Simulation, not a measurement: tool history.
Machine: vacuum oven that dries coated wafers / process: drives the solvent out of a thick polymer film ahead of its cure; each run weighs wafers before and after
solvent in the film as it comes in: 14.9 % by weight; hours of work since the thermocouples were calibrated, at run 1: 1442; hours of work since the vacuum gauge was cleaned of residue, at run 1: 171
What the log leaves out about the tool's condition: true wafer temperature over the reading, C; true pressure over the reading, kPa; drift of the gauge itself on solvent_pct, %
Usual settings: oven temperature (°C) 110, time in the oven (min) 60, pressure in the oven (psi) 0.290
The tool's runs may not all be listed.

run   hour  oven temperature (°C)  time in the oven (min)  pressure in the oven (psi)  hours of work since the thermocouples were calibrated  hours of work since the vacuum gauge was cleaned of residue  solvent left in the film (%)
  1    0.0                    110                      60                       0.290                                                   1442                                                          171                          2.25
  2   28.2                    110                      60                       0.290                                                   1453                                                          182                          2.20
  3   53.8                    110                      60                       0.290                                                   1464                                                          193                          2.24
  4   78.1                    110                      60                       0.186                                                   1474                                                          203                          1.84
  5  106.7                    110                      60                       0.186                                                   1485                                                          214                          1.86
  6  125.3                    110                      60                       0.186                                                   1493                                                          222                          1.77
  7  145.9                    110                      60                       0.186                                                   1501                                                          230                          1.80
  8  167.6                    110                      60                       0.186                                                   1510                                                          239                          1.86
  9  184.2                    110                      60                       0.186                                                   1517                                                          246                          1.75
 10  208.4                    110                      60                       0.186                                                   1527                                                          256                          1.88
 11  240.1                    110                      60                       0.186                                                   1540                                                          269                          1.84
 12  271.3                    110                      60                       0.931                                                   1553                                                          282                          4.94
 13  295.3                    110                      60                       0.931                                                   1563                                                          292                          4.93
 14  310.0                    110                      60                       0.931                                                   1569                                                          298                          4.94
 15  339.8                    110                      60                       0.931                                                   1581                                                          310                          5.02
 16  353.9                    119                      40                       0.489                                                   1586                                                          316                          2.22
 17  380.9                    122                      42                       0.251                                                   1598                                                          327                          1.12
 18  394.3                    105                      86                       0.714                                                   1603                                                          332                          4.66
     398.3  -- oven's thermocouples calibrated
 19  416.3                    105                      86                       0.714                                                      7                                                          340                          4.97
 20  431.1                    104                      32                       0.290                                                     13                                                          346                          6.56
 21  449.0                    104                      32                       0.290                                                     21                                                          354                          6.62
 22  463.5                    104                      32                       0.290                                                     27                                                          360                          6.67
 23  493.3                    104                      32                       0.290                                                     39                                                          372                          6.57
 24  517.4                    104                      32                       0.290                                                     49                                                          382                          6.80
 25  537.0                    104                      32                       0.290                                                     57                                                          390                          6.63
     545.7  -- oven's thermocouples calibrated, once more
 26  560.3                     96                      32                       0.335                                                      6                                                          399                          7.56
 27  588.4                    117                     105                       0.231                                                     18                                                          410                          0.78
 28  610.5                    117                     105                       0.573                                                     27                                                          419                          1.97
 29  625.3                    117                     105                       0.573                                                     33                                                          425                          1.85
 30  642.7                    117                     105                       0.573                                                     40                                                          432                          1.78

What differs in the tool's unlogged condition from the final listed run ahead of each entry between runs to the first listed run following it?
Between runs 18 and 19: oven's thermocouples calibrated (hour 398.3)
  true wafer temperature over the reading, C: -3.56 -> -5.21; true pressure over the reading, kPa: 0.149 -> 0.152
  measured value less the no-hidden-state value, solvent left in the film (%): +0.89 -> +1.31
Between runs 25 and 26: oven's thermocouples calibrated, once more (hour 545.7)
  true wafer temperature over the reading, C: -5.33 -> 0.19; true pressure over the reading, kPa: 0.175 -> 0.179
  measured value less the no-hidden-state value, solvent left in the film (%): +1.72 -> +0.04
